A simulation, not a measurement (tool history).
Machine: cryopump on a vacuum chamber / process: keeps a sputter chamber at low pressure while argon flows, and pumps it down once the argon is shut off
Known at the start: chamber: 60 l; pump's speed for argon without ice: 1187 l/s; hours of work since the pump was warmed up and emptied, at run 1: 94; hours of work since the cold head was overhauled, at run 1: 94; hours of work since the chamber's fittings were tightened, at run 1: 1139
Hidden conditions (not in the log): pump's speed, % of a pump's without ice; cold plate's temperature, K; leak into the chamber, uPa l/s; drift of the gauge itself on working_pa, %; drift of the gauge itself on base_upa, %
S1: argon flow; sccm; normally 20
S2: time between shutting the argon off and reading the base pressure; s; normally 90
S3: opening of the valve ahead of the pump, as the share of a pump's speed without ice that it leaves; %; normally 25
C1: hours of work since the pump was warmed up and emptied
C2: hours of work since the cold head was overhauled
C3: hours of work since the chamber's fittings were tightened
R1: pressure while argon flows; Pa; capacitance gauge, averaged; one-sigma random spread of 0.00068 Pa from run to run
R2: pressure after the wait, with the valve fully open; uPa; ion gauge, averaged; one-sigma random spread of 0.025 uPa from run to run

run 1 hour=0.0 | S1=20 S2=90 S3=25 | C1=94 C2=94 C3=1139 | R1=0.1163 R2=1.18
run 2 hour=19.4 | S1=20 S2=90 S3=25 | C1=111 C2=111 C3=1155 | R1=0.1149 R2=1.12
run 3 hour=35.6 | S1=20 S2=90 S3=25 | C1=124 C2=124 C3=1169 | R1=0.1158 R2=1.15
run 4 hour=54.3 | S1=20 S2=90 S3=25 | C1=140 C2=140 C3=1184 | R1=0.1156 R2=1.17
run 5 hour=69.6 | S1=20 S2=90 S3=25 | C1=153 C2=153 C3=1197 | R1=0.1163 R2=1.15
run 6 hour=83.5 | S1=20 S2=90 S3=25 | C1=165 C2=165 C3=1209 | R1=0.1153 R2=1.20
run 7 hour=100.6 | S1=20 S2=90 S3=25 | C1=179 C2=179 C3=1223 | R1=0.1171 R2=1.15
run 8 hour=122.1 | S1=20 S2=73 S3=25 | C1=197 C2=197 C3=1241 | R1=0.1167 R2=1.37
run 9 hour=139.9 | S1=20 S2=73 S3=25 | C1=212 C2=212 C3=1256 | R1=0.1177 R2=1.32
run 10 hour=162.3 | S1=20 S2=73 S3=25 | C1=231 C2=231 C3=1275 | R1=0.1174 R2=1.39
run 11 hour=181.0 | S1=20 S2=73 S3=25 | C1=246 C2=246 C3=1291 | R1=0.1179 R2=1.41
run 12 hour=191.6 | S1=20 S2=90 S3=25 | C1=255 C2=255 C3=1300 | R1=0.1181 R2=1.22
run 13 hour=206.1 | S1=20 S2=90 S3=17 | C1=268 C2=268 C3=1312 | R1=0.1720 R2=1.19
run 14 hour=223.6 | S1=34 S2=90 S3=25 | C1=282 C2=282 C3=1327 | R1=0.2007 R2=1.23
run 15 hour=246.2 | S1=34 S2=90 S3=25 | C1=301 C2=301 C3=1346 | R1=0.2014 R2=1.19
run 16 hour=260.2 | S1=34 S2=90 S3=25 | C1=313 C2=313 C3=1357 | R1=0.2005 R2=1.23
run 17 hour=274.9 | S1=34 S2=90 S3=47 | C1=325 C2=325 C3=1370 | R1=0.1107 R2=1.22
run 18 hour=290.7 | S1=20 S2=90 S3=21 | C1=339 C2=339 C3=1383 | R1=0.1403 R2=1.26
run 19 hour=304.9 | S1=20 S2=90 S3=21 | C1=351 C2=351 C3=1395 | R1=0.1409 R2=1.21
run 20 hour=318.7 | S1=20 S2=90 S3=21 | C1=362 C2=362 C3=1406 | R1=0.1414 R2=1.26
run 21 hour=328.0 | S1=20 S2=90 S3=21 | C1=370 C2=370 C3=1414 | R1=0.1399 R2=1.25
run 22 hour=339.4 | S1=20 S2=209 S3=31 | C1=379 C2=379 C3=1424 | R1=0.0989 R2=0.82
run 23 hour=354.7 | S1=13 S2=281 S3=25 | C1=392 C2=392 C3=1437 | R1=0.0770 R2=0.74
run 24 hour=372.5 | S1=30 S2=62 S3=41 | C1=407 C2=407 C3=1452 | R1=0.1142 R2=1.57
run 25 hour=394.0 | S1=30 S2=62 S3=41 | C1=425 C2=425 C3=1470 | R1=0.1136 R2=1.58
-- hour=411.0 pump warmed up, emptied and cooled again
run 26 hour=418.4 | S1=30 S2=62 S3=41 | C1=6 C2=442 C3=1486 | R1=0.1049 R2=1.49
run 27 hour=431.0 | S1=20 S2=29 S3=55 | C1=17 C2=452 C3=1497 | R1=0.0524 R2=2.74
run 28 hour=444.8 | S1=20 S2=137 S3=33 | C1=28 C2=464 C3=1508 | R1=0.0867 R2=0.94
run 29 hour=454.2 | S1=13 S2=170 S3=25 | C1=36 C2=472 C3=1516 | R1=0.0742 R2=0.80
run 30 hour=464.7 | S1=20 S2=51 S3=24 | C1=45 C2=480 C3=1525 | R1=0.1208 R2=1.74
run 31 hour=484.1 | S1=20 S2=250 S3=24 | C1=61 C2=497 C3=1541 | R1=0.1205 R2=0.72
run 32 hour=499.5 | S1=20 S2=41 S3=45 | C1=74 C2=510 C3=1554 | R1=0.0645 R2=2.13
run 33 hour=511.5 | S1=10 S2=239 S3=37 | C1=84 C2=520 C3=1564 | R1=0.0396 R2=0.72

Here are 5 independent what-if runs from the current tool condition. What would each one return?
run A hour=522.8 | S1=10 S2=239 S3=37 | C1=94 C2=529 C3=1574 | R1=? R2=?
run B hour=522.8 | S1=13 S2=239 S3=25 | C1=94 C2=529 C3=1574 | R1=? R2=?
run C hour=522.8 | S1=39 S2=66 S3=37 | C1=94 C2=529 C3=1574 | R1=? R2=?
run D hour=522.8 | S1=13 S2=22 S3=52 | C1=94 C2=529 C3=1574 | R1=? R2=?
run E hour=522.8 | S1=10 S2=239 S3=37 | C1=94 C2=529 C3=1574 | R1=? R2=?

run=A R1=0.0393 R2=0.77
run=B R1=0.0753 R2=0.77
run=C R1=0.1529 R2=1.51
run=D R1=0.0379 R2=3.40
run=E R1=0.0400 R2=0.75
Take away the tool's hidden state, keep each run's random variation, and the runs would have read:
run=A R1=0.0384 R2=0.55
run=B R1=0.0741 R2=0.56
run=C R1=0.1492 R2=1.30
run=D R1=0.0366 R2=3.19
run=E R1=0.0390 R2=0.54
